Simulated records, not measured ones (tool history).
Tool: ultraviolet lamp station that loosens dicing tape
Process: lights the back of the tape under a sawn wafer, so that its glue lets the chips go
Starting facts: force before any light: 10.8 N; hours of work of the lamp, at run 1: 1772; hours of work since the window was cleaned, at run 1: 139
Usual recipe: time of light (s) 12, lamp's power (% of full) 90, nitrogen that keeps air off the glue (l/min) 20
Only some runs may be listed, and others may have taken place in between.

| run | day | time of light (s) | lamp's power (% of full) | nitrogen that keeps air off the glue (l/min) | hours of work of the lamp | hours of work since the window was cleaned | force that peels the tape off (N) | light that reached the tape (J/m2) |
|---|---|---|---|---|---|---|---|---|
| 1 | 0.000 | 12 | 90 | 20 | 1772 | 139 | 2.250 | 1500 |
| 2 | 3.300 | 12 | 77 | 20 | 1824 | 191 | 2.849 | 1240 |
| 3 | 6.275 | 12 | 77 | 20 | 1870 | 237 | 3.037 | 1210 |
| 4 | 9.404 | 7 | 90 | 20 | 1919 | 286 | 4.554 | 800 |
| 5 | 10.933 | 7 | 90 | 20 | 1943 | 310 | 4.703 | 800 |
|  | 11.642 | lamp changed |
| 6 | 13.750 | 7 | 90 | 20 | 33 | 353 | 2.577 | 1340 |
| 7 | 16.817 | 12 | 90 | 20 | 81 | 401 | 0.969 | 2290 |
| 8 | 19.188 | 12 | 90 | 20 | 118 | 438 | 1.076 | 2210 |
| 9 | 22.371 | 12 | 77 | 20 | 167 | 487 | 1.575 | 1870 |
| 10 | 24.554 | 12 | 75 | 20 | 201 | 521 | 1.670 | 1790 |
| 11 | 27.604 | 12 | 75 | 20 | 249 | 569 | 1.747 | 1750 |
| 12 | 29.692 | 12 | 75 | 20 | 281 | 601 | 1.810 | 1700 |
| 13 | 32.662 | 12 | 90 | 20 | 328 | 648 | 1.319 | 2020 |
| 14 | 34.212 | 12 | 76 | 35 | 352 | 672 | 1.603 | 1640 |
| 15 | 35.825 | 12 | 90 | 8 | 377 | 697 | 2.025 | 1950 |
|  | 36.167 | window cleaned of glue's vapour |
| 16 | 37.883 | 12 | 90 | 8 | 409 | 27 | 1.579 | 2290 |
| 17 | 40.033 | 12 | 90 | 8 | 442 | 60 | 1.589 | 2240 |
| 18 | 42.621 | 12 | 90 | 8 | 483 | 101 | 1.638 | 2230 |
| 19 | 45.738 | 22 | 88 | 6 | 531 | 149 | 0.601 | 3870 |
| 20 | 47.446 | 22 | 88 | 6 | 558 | 176 | 0.621 | 3890 |
| 21 | 48.896 | 8 | 67 | 27 | 580 | 198 | 3.313 | 1070 |
| 22 | 52.067 | 8 | 72 | 18 | 630 | 248 | 3.401 | 1100 |
| 23 | 55.221 | 9 | 90 | 11 | 679 | 297 | 2.609 | 1520 |
| 24 | 57.600 | 9 | 90 | 22 | 716 | 334 | 2.241 | 1470 |
| 25 | 60.667 | 9 | 90 | 22 | 764 | 382 | 2.333 | 1480 |

Here are 4 independent what-if runs from the current tool condition. What would each one return?
| A | 62.854 | 12 | 77 | 20 | 798 | 416 | ? | ? |
| B | 62.854 | 11 | 65 | 6 | 798 | 416 | ? | ? |
| C | 62.854 | 12 | 85 | 6 | 798 | 416 | ? | ? |
| D | 62.854 | 9 | 62 | 9 | 798 | 416 | ? | ? |

| run | force that peels the tape off (N) | light that reached the tape (J/m2) |
|---|---|---|
| A | 1.932 | 1590 |
| B | 3.796 | 1270 |
| C | 2.500 | 1780 |
| D | 4.445 | 960 |
What these runs would have given with no unlogged condition in the tool:
| run | force that peels the tape off (N) | light that reached the tape (J/m2) |
|---|---|---|
| A | 1.082 | 2190 |
| B | 2.642 | 1740 |
| C | 1.517 | 2430 |
| D | 3.238 | 1310 |
